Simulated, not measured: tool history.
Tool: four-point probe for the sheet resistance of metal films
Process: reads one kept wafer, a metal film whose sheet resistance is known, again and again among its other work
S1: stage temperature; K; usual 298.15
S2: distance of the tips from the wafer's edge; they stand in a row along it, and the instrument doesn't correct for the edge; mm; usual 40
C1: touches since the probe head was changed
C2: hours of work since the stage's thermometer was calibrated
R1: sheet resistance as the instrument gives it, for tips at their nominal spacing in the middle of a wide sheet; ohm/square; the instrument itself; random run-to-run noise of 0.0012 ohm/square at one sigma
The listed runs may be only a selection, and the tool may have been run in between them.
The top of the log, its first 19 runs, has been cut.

run      day      S1  S2      C1    C2        R1
 20   80.621  297.15  42  201557   372   6.30188
 21   83.104  292.15  16  204150   409  6.292528
      86.579  -- new probe head fitted
 22   88.379  297.15   6    1876   489  6.301927
 23   91.188  303.15   5    4807   532  6.368788
 24   96.492  303.15   5   10342   612  6.368393
 25    101.5  303.15   5   15566   689  6.376018
 26  104.067  291.15  11   18245   728  6.224573
 27  108.992  294.15   6   23382   803  6.300208
 28  113.829  294.15   6   28433   876  6.303466
 29  118.879  296.15  66   33698   953  6.222888
 30  122.221  295.15  24   37187  1004  6.225509
 31  125.062  298.15  24   40153  1047  6.238811
 32  130.058  298.15  24   45365  1123   6.24062
 33  134.729  300.15   7   50236  1194  6.314281
 34  138.404  300.15   7   54072  1250  6.315029
 35  140.767  306.15   4   56535  1286  6.476327
 36  143.962  306.15   4   59869  1335  6.477932
 37  148.842  292.15  49   64962  1409   6.22217
 38  151.242  300.15  19   67467  1446  6.262995
 39   153.95  300.15  57   70292  1487  6.256154
 40  158.667  308.15   5   75212  1558  6.422251

Each row is a separate what-if for the run after 40, all from the same tool condition, not one after another. Results?
  A  161.771  306.15   8  78454  1606   ?
  B  161.771  294.15  40  78454  1606   ?
  C  161.771  302.15  29  78454  1606   ?

run        R1
  A  6.333776
  B  6.236845
  C  6.272378
With no hidden state in the tool, these same runs would have given:
run        R1
  A  6.297363
  B  6.200668
  C  6.236202
